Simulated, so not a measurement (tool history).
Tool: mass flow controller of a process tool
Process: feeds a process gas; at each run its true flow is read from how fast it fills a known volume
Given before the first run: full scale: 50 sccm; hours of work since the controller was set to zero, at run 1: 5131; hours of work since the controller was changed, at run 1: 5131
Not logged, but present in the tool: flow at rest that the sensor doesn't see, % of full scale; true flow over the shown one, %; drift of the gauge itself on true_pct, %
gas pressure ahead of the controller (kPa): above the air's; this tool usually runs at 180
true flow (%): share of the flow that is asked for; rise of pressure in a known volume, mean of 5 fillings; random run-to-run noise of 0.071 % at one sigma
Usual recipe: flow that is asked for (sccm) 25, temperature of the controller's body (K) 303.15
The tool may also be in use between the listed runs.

| run | hour | flow that is asked for (sccm) | gas pressure ahead of the controller (kPa) | temperature of the controller's body (K) | hours of work since the controller was set to zero | hours of work since the controller was changed | true flow (%) |
|---|---|---|---|---|---|---|---|
| 1 | 0 | 25 | 180 | 303.15 | 5131 | 5131 | 102.76 |
| 2 | 411.4 | 25 | 180 | 303.15 | 5289 | 5289 | 102.78 |
| 3 | 766.9 | 11 | 180 | 303.15 | 5426 | 5426 | 100.48 |
| 4 | 1122.9 | 11 | 180 | 299.15 | 5563 | 5563 | 99.92 |
| 5 | 1350 | 25 | 180 | 298.15 | 5650 | 5650 | 102.23 |
| 6 | 1854 | 25 | 180 | 298.15 | 5844 | 5844 | 102.4 |
|  | 2081.2 | controller exchanged for a calibrated one |
| 7 | 2097.4 | 43 | 279 | 302.15 | 6 | 6 | 99.55 |
| 8 | 2442.9 | 43 | 279 | 302.15 | 139 | 139 | 99.67 |
| 9 | 2817.9 | 17 | 180 | 300.15 | 283 | 283 | 99.6 |
| 10 | 3297 | 17 | 260 | 309.15 | 468 | 468 | 100.08 |

Per-run results on a tool with no hidden state, each run keeping its own random variation:
| run | true flow (%) |
|---|---|
| 1 | 100.35 |
| 2 | 100.31 |
| 3 | 100.03 |
| 4 | 99.46 |
| 5 | 99.58 |
| 6 | 99.67 |
| 7 | 99.7 |
| 8 | 99.75 |
| 9 | 99.7 |
| 10 | 100.14 |
